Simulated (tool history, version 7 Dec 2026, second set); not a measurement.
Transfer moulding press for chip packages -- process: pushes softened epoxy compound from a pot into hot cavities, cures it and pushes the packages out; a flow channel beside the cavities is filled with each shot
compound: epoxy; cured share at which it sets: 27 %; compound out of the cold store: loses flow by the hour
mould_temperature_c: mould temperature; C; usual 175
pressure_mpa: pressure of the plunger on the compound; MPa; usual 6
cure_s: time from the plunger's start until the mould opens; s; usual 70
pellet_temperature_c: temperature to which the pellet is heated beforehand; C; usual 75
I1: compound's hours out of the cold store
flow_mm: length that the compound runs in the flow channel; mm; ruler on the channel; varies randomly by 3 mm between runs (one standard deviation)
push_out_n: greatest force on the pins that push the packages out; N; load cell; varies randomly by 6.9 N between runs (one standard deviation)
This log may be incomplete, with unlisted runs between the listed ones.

run 1 hour=0 | mould_temperature_c=175 pressure_mpa=6 cure_s=70 pellet_temperature_c=75 | I1=21.5 | flow_mm=935 push_out_n=437
-- hour=10.8 cavities cleaned with cleaning compound and waxed
-- hour=57.4 cavities cleaned with cleaning compound and waxed
run 2 hour=61 | mould_temperature_c=175 pressure_mpa=6 cure_s=70 pellet_temperature_c=75 | I1=44.4 | flow_mm=844 push_out_n=295
-- hour=106.5 cavities cleaned with cleaning compound and waxed
run 3 hour=135.4 | mould_temperature_c=175 pressure_mpa=6 cure_s=55 pellet_temperature_c=75 | I1=17.8 | flow_mm=930 push_out_n=799
-- hour=151.3 plunger's sealing rings changed
-- hour=159.7 mould's thermocouples calibrated
-- hour=161.2 cavities cleaned with cleaning compound and waxed
run 4 hour=190.1 | mould_temperature_c=175 pressure_mpa=6 cure_s=55 pellet_temperature_c=75 | I1=10.6 | flow_mm=974 push_out_n=857
-- hour=210.1 cavities cleaned with cleaning compound and waxed
-- hour=256.7 cavities cleaned with cleaning compound and waxed
run 5 hour=260.2 | mould_temperature_c=175 pressure_mpa=6 cure_s=55 pellet_temperature_c=75 | I1=20.6 | flow_mm=935 push_out_n=599
-- hour=303 cavities cleaned with cleaning compound and waxed
run 6 hour=303 | mould_temperature_c=175 pressure_mpa=6 cure_s=63 pellet_temperature_c=75 | I1=47.3 | flow_mm=833 push_out_n=367
-- hour=322 plunger's sealing rings changed
run 7 hour=342.3 | mould_temperature_c=175 pressure_mpa=6 cure_s=63 pellet_temperature_c=75 | I1=27.3 | flow_mm=912 push_out_n=590
-- hour=355.4 cavities cleaned with cleaning compound and waxed
run 8 hour=383.4 | mould_temperature_c=175 pressure_mpa=6 cure_s=63 pellet_temperature_c=75 | I1=11.8 | flow_mm=968 push_out_n=571
-- hour=402.9 cavities cleaned with cleaning compound and waxed
-- hour=449.8 cavities cleaned with cleaning compound and waxed
run 9 hour=449.8 | mould_temperature_c=175 pressure_mpa=6 cure_s=63 pellet_temperature_c=75 | I1=34.5 | flow_mm=872 push_out_n=366
-- hour=487.9 plunger's sealing rings changed
run 10 hour=496.1 | mould_temperature_c=175 pressure_mpa=6 cure_s=63 pellet_temperature_c=75 | I1=19.9 | flow_mm=939 push_out_n=625
-- hour=502.2 cavities cleaned with cleaning compound and waxed
-- hour=548.8 cavities cleaned with cleaning compound and waxed
run 11 hour=562 | mould_temperature_c=179 pressure_mpa=7.1 cure_s=108 pellet_temperature_c=67 | I1=31.8 | flow_mm=954 push_out_n=215
-- hour=599.3 cavities cleaned with cleaning compound and waxed
run 12 hour=635.4 | mould_temperature_c=179 pressure_mpa=7.1 cure_s=108 pellet_temperature_c=67 | I1=11.4 | flow_mm=1027 push_out_n=274
-- hour=652.6 plunger's sealing rings changed
-- hour=654.1 cavities cleaned with cleaning compound and waxed
run 13 hour=677.3 | mould_temperature_c=181 pressure_mpa=6 cure_s=62 pellet_temperature_c=67 | I1=24.4 | flow_mm=907 push_out_n=369
-- hour=700.4 cavities cleaned with cleaning compound and waxed
run 14 hour=729.9 | mould_temperature_c=175 pressure_mpa=4.98 cure_s=62 pellet_temperature_c=78 | I1=11.1 | flow_mm=880 push_out_n=589
-- hour=751 cavities cleaned with cleaning compound and waxed
run 15 hour=782.1 | mould_temperature_c=175 pressure_mpa=6.44 cure_s=62 pellet_temperature_c=82 | I1=24.2 | flow_mm=936 push_out_n=553
-- hour=800.5 cavities cleaned with cleaning compound and waxed
-- hour=818 plunger's sealing rings changed
-- hour=851 cavities cleaned with cleaning compound and waxed
run 16 hour=854.9 | mould_temperature_c=167 pressure_mpa=4.93 cure_s=67 pellet_temperature_c=81 | I1=9.9 | flow_mm=906 push_out_n=633
run 17 hour=886.9 | mould_temperature_c=177 pressure_mpa=6 cure_s=70 pellet_temperature_c=77 | I1=17 | flow_mm=937 push_out_n=380
-- hour=901.5 cavities cleaned with cleaning compound and waxed
-- hour=906.8 mould's thermocouples calibrated
run 18 hour=927.3 | mould_temperature_c=177 pressure_mpa=6 cure_s=70 pellet_temperature_c=77 | I1=26.3 | flow_mm=900 push_out_n=348
-- hour=952.4 cavities cleaned with cleaning compound and waxed
-- hour=985 plunger's sealing rings changed
-- hour=1002.2 cavities cleaned with cleaning compound and waxed
run 19 hour=1002.6 | mould_temperature_c=177 pressure_mpa=6 cure_s=70 pellet_temperature_c=77 | I1=11.2 | flow_mm=970 push_out_n=272
-- hour=1049.2 cavities cleaned with cleaning compound and waxed
run 20 hour=1051.7 | mould_temperature_c=175 pressure_mpa=4.62 cure_s=98 pellet_temperature_c=75 | I1=18.7 | flow_mm=825 push_out_n=196

What if the next run were any one of these 5? Each begins from the tool's condition after run 20:
-- hour=1100.4 cavities cleaned with cleaning compound and waxed
run A hour=1106.2 | mould_temperature_c=174 pressure_mpa=6 cure_s=107 pellet_temperature_c=75 | I1=21.1 | flow_mm=? push_out_n=?
-- hour=1100.4 cavities cleaned with cleaning compound and waxed
run B hour=1106.2 | mould_temperature_c=175 pressure_mpa=6.61 cure_s=70 pellet_temperature_c=75 | I1=28.1 | flow_mm=? push_out_n=?
-- hour=1100.4 cavities cleaned with cleaning compound and waxed
run C hour=1106.2 | mould_temperature_c=174 pressure_mpa=6 cure_s=70 pellet_temperature_c=75 | I1=18 | flow_mm=? push_out_n=?
-- hour=1100.4 cavities cleaned with cleaning compound and waxed
run D hour=1106.2 | mould_temperature_c=175 pressure_mpa=6.57 cure_s=86 pellet_temperature_c=85 | I1=20.6 | flow_mm=? push_out_n=?
-- hour=1100.4 cavities cleaned with cleaning compound and waxed
run E hour=1106.2 | mould_temperature_c=175 pressure_mpa=4.88 cure_s=56 pellet_temperature_c=74 | I1=23.4 | flow_mm=? push_out_n=?

run=A flow_mm=934 push_out_n=207
run=B flow_mm=942 push_out_n=325
run=C flow_mm=937 push_out_n=358
run=D flow_mm=973 push_out_n=233
run=E flow_mm=831 push_out_n=602
With no hidden state in the tool, these same runs would have given:
run=A flow_mm=948 push_out_n=179
run=B flow_mm=957 push_out_n=285
run=C flow_mm=952 push_out_n=314
run=D flow_mm=988 push_out_n=202
run=E flow_mm=843 push_out_n=527
